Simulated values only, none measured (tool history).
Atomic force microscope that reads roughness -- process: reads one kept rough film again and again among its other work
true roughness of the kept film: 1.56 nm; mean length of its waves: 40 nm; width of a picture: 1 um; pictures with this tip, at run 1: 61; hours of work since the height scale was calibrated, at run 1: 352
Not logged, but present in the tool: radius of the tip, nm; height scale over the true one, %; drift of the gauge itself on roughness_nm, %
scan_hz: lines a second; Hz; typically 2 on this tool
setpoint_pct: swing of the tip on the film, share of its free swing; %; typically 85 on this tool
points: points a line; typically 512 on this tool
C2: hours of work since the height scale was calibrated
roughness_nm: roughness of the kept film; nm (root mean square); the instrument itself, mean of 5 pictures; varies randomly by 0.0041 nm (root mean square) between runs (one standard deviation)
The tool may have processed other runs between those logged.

{"run": 1, "day": 0.0, "scan_hz": 2, "setpoint_pct": 85, "points": 512, "pictures with this tip": 61, "C2": 352, "roughness_nm": 1.323}
{"day": 1.079, "done": "new tip fitted"}
{"run": 2, "day": 1.167, "scan_hz": 2, "setpoint_pct": 85, "points": 512, "pictures with this tip": 2, "C2": 364, "roughness_nm": 1.35}
{"run": 3, "day": 1.95, "scan_hz": 2, "setpoint_pct": 85, "points": 512, "pictures with this tip": 17, "C2": 373, "roughness_nm": 1.341}
{"run": 4, "day": 2.879, "scan_hz": 1.69, "setpoint_pct": 85, "points": 512, "pictures with this tip": 36, "C2": 382, "roughness_nm": 1.357}
{"run": 5, "day": 3.779, "scan_hz": 2, "setpoint_pct": 85, "points": 512, "pictures with this tip": 54, "C2": 392, "roughness_nm": 1.331}
{"run": 6, "day": 4.679, "scan_hz": 2, "setpoint_pct": 85, "points": 512, "pictures with this tip": 72, "C2": 402, "roughness_nm": 1.321}
{"day": 5.158, "done": "new tip fitted"}
{"run": 7, "day": 5.725, "scan_hz": 2, "setpoint_pct": 85, "points": 512, "pictures with this tip": 12, "C2": 412, "roughness_nm": 1.339}
{"run": 8, "day": 6.417, "scan_hz": 2, "setpoint_pct": 85, "points": 512, "pictures with this tip": 25, "C2": 420, "roughness_nm": 1.335}
{"run": 9, "day": 7.562, "scan_hz": 1.42, "setpoint_pct": 85, "points": 512, "pictures with this tip": 48, "C2": 432, "roughness_nm": 1.373}
{"run": 10, "day": 8.762, "scan_hz": 2, "setpoint_pct": 85, "points": 512, "pictures with this tip": 72, "C2": 445, "roughness_nm": 1.316}
{"day": 9.279, "done": "new tip fitted"}
{"run": 11, "day": 9.521, "scan_hz": 2, "setpoint_pct": 85, "points": 512, "pictures with this tip": 5, "C2": 453, "roughness_nm": 1.346}
{"run": 12, "day": 10.692, "scan_hz": 2, "setpoint_pct": 85, "points": 512, "pictures with this tip": 29, "C2": 465, "roughness_nm": 1.336}
{"run": 13, "day": 11.796, "scan_hz": 2, "setpoint_pct": 70, "points": 512, "pictures with this tip": 51, "C2": 477, "roughness_nm": 1.413}
{"run": 14, "day": 13.108, "scan_hz": 2, "setpoint_pct": 85, "points": 273, "pictures with this tip": 77, "C2": 491, "roughness_nm": 1.312}
{"day": 13.3, "done": "new tip fitted"}
{"run": 15, "day": 14.292, "scan_hz": 2, "setpoint_pct": 85, "points": 273, "pictures with this tip": 19, "C2": 503, "roughness_nm": 1.334}
{"run": 16, "day": 15.233, "scan_hz": 2, "setpoint_pct": 85, "points": 431, "pictures with this tip": 38, "C2": 513, "roughness_nm": 1.33}
{"run": 17, "day": 15.842, "scan_hz": 0.83, "setpoint_pct": 85, "points": 512, "pictures with this tip": 50, "C2": 519, "roughness_nm": 1.432}
{"day": 15.992, "done": "height scale calibrated on a step standard"}
{"run": 18, "day": 16.754, "scan_hz": 0.83, "setpoint_pct": 85, "points": 512, "pictures with this tip": 68, "C2": 8, "roughness_nm": 1.421}
{"day": 17.467, "done": "new tip fitted"}
{"run": 19, "day": 18.004, "scan_hz": 2, "setpoint_pct": 78, "points": 512, "pictures with this tip": 11, "C2": 21, "roughness_nm": 1.384}
{"run": 20, "day": 19.079, "scan_hz": 2, "setpoint_pct": 78, "points": 404, "pictures with this tip": 32, "C2": 33, "roughness_nm": 1.375}
{"run": 21, "day": 19.846, "scan_hz": 2.24, "setpoint_pct": 79, "points": 349, "pictures with this tip": 47, "C2": 41, "roughness_nm": 1.347}
{"run": 22, "day": 20.9, "scan_hz": 2.59, "setpoint_pct": 81, "points": 512, "pictures with this tip": 69, "C2": 52, "roughness_nm": 1.313}
{"day": 21.546, "done": "new tip fitted"}
{"day": 21.892, "done": "height scale calibrated on a step standard, once more"}
{"run": 23, "day": 22.179, "scan_hz": 0.85, "setpoint_pct": 60, "points": 852, "pictures with this tip": 12, "C2": 3, "roughness_nm": 1.507}
{"run": 24, "day": 23.538, "scan_hz": 1.94, "setpoint_pct": 78, "points": 721, "pictures with this tip": 39, "C2": 17, "roughness_nm": 1.383}
{"run": 25, "day": 24.521, "scan_hz": 1.94, "setpoint_pct": 78, "points": 721, "pictures with this tip": 59, "C2": 28, "roughness_nm": 1.388}
{"run": 26, "day": 25.1, "scan_hz": 1.2, "setpoint_pct": 66, "points": 483, "pictures with this tip": 71, "C2": 34, "roughness_nm": 1.465}
{"day": 25.671, "done": "new tip fitted"}
{"run": 27, "day": 26.5, "scan_hz": 1.2, "setpoint_pct": 66, "points": 483, "pictures with this tip": 16, "C2": 49, "roughness_nm": 1.478}
{"run": 28, "day": 27.896, "scan_hz": 1.2, "setpoint_pct": 66, "points": 483, "pictures with this tip": 44, "C2": 64, "roughness_nm": 1.46}
{"run": 29, "day": 28.525, "scan_hz": 1.16, "setpoint_pct": 85, "points": 512, "pictures with this tip": 57, "C2": 70, "roughness_nm": 1.399}
{"day": 29.771, "done": "new tip fitted"}
{"run": 30, "day": 29.771, "scan_hz": 3.16, "setpoint_pct": 76, "points": 922, "pictures with this tip": 0, "C2": 83, "roughness_nm": 1.346}
{"run": 31, "day": 30.688, "scan_hz": 3.16, "setpoint_pct": 76, "points": 922, "pictures with this tip": 19, "C2": 93, "roughness_nm": 1.336}
{"run": 32, "day": 31.775, "scan_hz": 2, "setpoint_pct": 85, "points": 979, "pictures with this tip": 41, "C2": 105, "roughness_nm": 1.333}
{"run": 33, "day": 33.179, "scan_hz": 2, "setpoint_pct": 85, "points": 979, "pictures with this tip": 69, "C2": 119, "roughness_nm": 1.325}
{"day": 33.842, "done": "new tip fitted"}
{"run": 34, "day": 34.067, "scan_hz": 2, "setpoint_pct": 85, "points": 979, "pictures with this tip": 4, "C2": 129, "roughness_nm": 1.351}
{"run": 35, "day": 34.688, "scan_hz": 2, "setpoint_pct": 85, "points": 979, "pictures with this tip": 16, "C2": 135, "roughness_nm": 1.344}
{"run": 36, "day": 35.825, "scan_hz": 0.59, "setpoint_pct": 73, "points": 334, "pictures with this tip": 39, "C2": 147, "roughness_nm": 1.469}
{"run": 37, "day": 37.083, "scan_hz": 0.59, "setpoint_pct": 73, "points": 334, "pictures with this tip": 65, "C2": 161, "roughness_nm": 1.465}
{"day": 37.962, "done": "new tip fitted"}
{"run": 38, "day": 38.192, "scan_hz": 2, "setpoint_pct": 72, "points": 833, "pictures with this tip": 4, "C2": 172, "roughness_nm": 1.435}
{"run": 39, "day": 39.271, "scan_hz": 0.66, "setpoint_pct": 63, "points": 468, "pictures with this tip": 26, "C2": 184, "roughness_nm": 1.496}
{"run": 40, "day": 39.854, "scan_hz": 0.66, "setpoint_pct": 63, "points": 468, "pictures with this tip": 38, "C2": 190, "roughness_nm": 1.488}

Alternative continuations, all from the tool just after run 40; predict every row:
{"run": "A", "day": 41.125, "scan_hz": 3.06, "setpoint_pct": 67, "points": 577, "pictures with this tip": 63, "C2": 203, "roughness_nm": "?"}
{"run": "B", "day": 41.125, "scan_hz": 0.81, "setpoint_pct": 85, "points": 384, "pictures with this tip": 63, "C2": 203, "roughness_nm": "?"}
{"run": "C", "day": 41.125, "scan_hz": 1.69, "setpoint_pct": 61, "points": 347, "pictures with this tip": 63, "C2": 203, "roughness_nm": "?"}
{"run": "D", "day": 41.125, "scan_hz": 3.67, "setpoint_pct": 63, "points": 468, "pictures with this tip": 63, "C2": 203, "roughness_nm": "?"}

run=A roughness_nm=1.395
run=B roughness_nm=1.423
run=C roughness_nm=1.456
run=D roughness_nm=1.399
The same runs, with their run-to-run variation unchanged, on a tool lacking any hidden condition would have given:
run=A roughness_nm=1.421
run=B roughness_nm=1.449
run=C roughness_nm=1.483
run=D roughness_nm=1.424

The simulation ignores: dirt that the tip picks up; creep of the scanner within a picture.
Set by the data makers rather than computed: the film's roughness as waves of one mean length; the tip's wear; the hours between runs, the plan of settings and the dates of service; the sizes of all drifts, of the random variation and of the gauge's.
